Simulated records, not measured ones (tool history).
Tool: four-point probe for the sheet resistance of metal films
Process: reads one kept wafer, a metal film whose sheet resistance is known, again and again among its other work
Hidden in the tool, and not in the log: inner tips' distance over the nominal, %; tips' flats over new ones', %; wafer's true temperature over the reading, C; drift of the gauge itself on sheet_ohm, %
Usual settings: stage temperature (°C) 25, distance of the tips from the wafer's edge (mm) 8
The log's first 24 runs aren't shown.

run     day  stage temperature (°C)  distance of the tips from the wafer's edge (mm)  touches since the probe head was changed  hours of work since the stage's thermometer was calibrated  sheet resistance as the instrument gives it (ohm/square)
 25  46.296                      24                                                4                                    154167                                                         207                                                  6.742984
 26  48.371                      25                                               12                                    156711                                                         240                                                  6.452241
     49.412  -- stage's thermometer calibrated, once more
 27  50.958                      25                                               12                                    159849                                                          24                                                  6.472859
 28  53.579                      22                                               12                                    163060                                                          66                                                  6.463060
 29  55.200                      22                                               12                                    165044                                                          91                                                  6.461292
 30  57.675                      22                                               12                                    168074                                                         131                                                  6.459178
 31  59.742                      26                                                7                                    170603                                                         163                                                  6.545859
 32  61.300                      24                                                7                                    172515                                                         188                                                  6.537239
 33  62.717                      19                                               22                                    174249                                                         210                                                  6.422792
 34  65.200                      30                                               16                                    177287                                                         249                                                  6.459564
 35  66.346                      22                                               22                                    178692                                                         268                                                  6.429332
 36  68.129                      25                                               22                                    180876                                                         296                                                  6.435403
 37  70.008                      34                                               13                                    183176                                                         325                                                  6.481889
 38  72.358                      26                                               27                                    186052                                                         363                                                  6.433857
 39  73.842                      18                                                5                                    187869                                                         386                                                  6.615853
 40  75.421                      25                                                5                                    189801                                                         411                                                  6.636237
 41  76.792                      23                                               52                                    191480                                                         433                                                  6.415235
 42  78.975                      28                                                4                                    194155                                                         467                                                  6.756290
 43  80.179                      23                                               69                                    195626                                                         486                                                  6.412809
 44  82.800                      29                                                8                                    198835                                                         527                                                  6.515752
 45  85.483                      29                                                8                                    202119                                                         570                                                  6.515920

Forecast each of these 4 alternatives for the next run:
  A  87.333                      25                                                5                                    204385                                                         599                                                         ?
  B  87.333                      25                                                6                                    204385                                                         599                                                         ?
  C  87.333                      33                                                6                                    204385                                                         599                                                         ?
  D  87.333                      25                                               58                                    204385                                                         599                                                         ?

run  sheet resistance as the instrument gives it (ohm/square)
  A                                                  6.630530
  B                                                  6.566363
  C                                                  6.591885
  D                                                  6.416944
Without the tool's hidden state the same runs would have given:
run  sheet resistance as the instrument gives it (ohm/square)
  A                                                  6.709793
  B                                                  6.644918
  C                                                  6.670567
  D                                                  6.493840

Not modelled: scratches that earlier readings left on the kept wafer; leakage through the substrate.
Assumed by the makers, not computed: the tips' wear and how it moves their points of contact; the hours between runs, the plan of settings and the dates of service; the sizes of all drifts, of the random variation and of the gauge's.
